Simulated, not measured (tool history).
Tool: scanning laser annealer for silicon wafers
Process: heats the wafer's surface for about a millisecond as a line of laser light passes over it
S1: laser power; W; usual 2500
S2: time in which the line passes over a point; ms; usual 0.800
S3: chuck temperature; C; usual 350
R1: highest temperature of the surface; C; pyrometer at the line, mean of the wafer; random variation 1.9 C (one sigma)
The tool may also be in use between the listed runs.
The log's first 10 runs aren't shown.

{"run": 11, "hour": 195.5, "S1": 2500, "S2": 0.8, "S3": 350, "R1": 1114}
{"run": 12, "hour": 213.3, "S1": 2500, "S2": 0.8, "S3": 350, "R1": 1113}
{"run": 13, "hour": 226.6, "S1": 2500, "S2": 0.628, "S3": 350, "R1": 1033}
{"run": 14, "hour": 238.8, "S1": 2500, "S2": 0.8, "S3": 327, "R1": 1096}
{"run": 15, "hour": 264.9, "S1": 2500, "S2": 0.8, "S3": 327, "R1": 1089}
{"run": 16, "hour": 291.8, "S1": 2500, "S2": 0.8, "S3": 327, "R1": 1091}
{"run": 17, "hour": 306.6, "S1": 2500, "S2": 0.8, "S3": 327, "R1": 1091}
{"run": 18, "hour": 319.6, "S1": 2134, "S2": 0.849, "S3": 321, "R1": 972}
{"run": 19, "hour": 346.4, "S1": 2134, "S2": 0.849, "S3": 321, "R1": 968}
{"run": 20, "hour": 358.6, "S1": 2134, "S2": 0.658, "S3": 311, "R1": 886}
{"run": 21, "hour": 372.5, "S1": 2701, "S2": 0.658, "S3": 311, "R1": 1075}
{"run": 22, "hour": 396.5, "S1": 2500, "S2": 0.733, "S3": 344, "R1": 1079}
{"run": 23, "hour": 412.3, "S1": 2500, "S2": 0.733, "S3": 344, "R1": 1081}
{"run": 24, "hour": 438.2, "S1": 2479, "S2": 0.965, "S3": 350, "R1": 1174}
{"run": 25, "hour": 462.3, "S1": 2336, "S2": 0.93, "S3": 319, "R1": 1072}
{"run": 26, "hour": 489.6, "S1": 2500, "S2": 0.716, "S3": 331, "R1": 1056}
{"run": 27, "hour": 512.6, "S1": 2524, "S2": 0.892, "S3": 385, "R1": 1198}
{"run": 28, "hour": 527.1, "S1": 2330, "S2": 0.993, "S3": 317, "R1": 1092}
{"run": 29, "hour": 546.0, "S1": 2230, "S2": 0.772, "S3": 350, "R1": 1004}
{"run": 30, "hour": 561.7, "S1": 2447, "S2": 0.6, "S3": 329, "R1": 982}
{"run": 31, "hour": 585.5, "S1": 2447, "S2": 0.6, "S3": 329, "R1": 982}
{"run": 32, "hour": 610.1, "S1": 2447, "S2": 0.565, "S3": 329, "R1": 960}
{"run": 33, "hour": 640.1, "S1": 2399, "S2": 0.832, "S3": 314, "R1": 1057}

4 ways to go on from here, each from the tool as it stands after run 33. What would each give?
{"run": "A", "hour": 663.9, "S1": 2386, "S2": 0.832, "S3": 314, "R1": "?"}
{"run": "B", "hour": 663.9, "S1": 2363, "S2": 0.643, "S3": 314, "R1": "?"}
{"run": "C", "hour": 663.9, "S1": 2399, "S2": 0.873, "S3": 314, "R1": "?"}
{"run": "D", "hour": 663.9, "S1": 2500, "S2": 0.8, "S3": 321, "R1": "?"}

run=A R1=1051
run=B R1=958
run=C R1=1071
run=D R1=1084
Without the tool's hidden state the same runs would have given:
run=A R1=1051
run=B R1=959
run=C R1=1072
run=D R1=1085
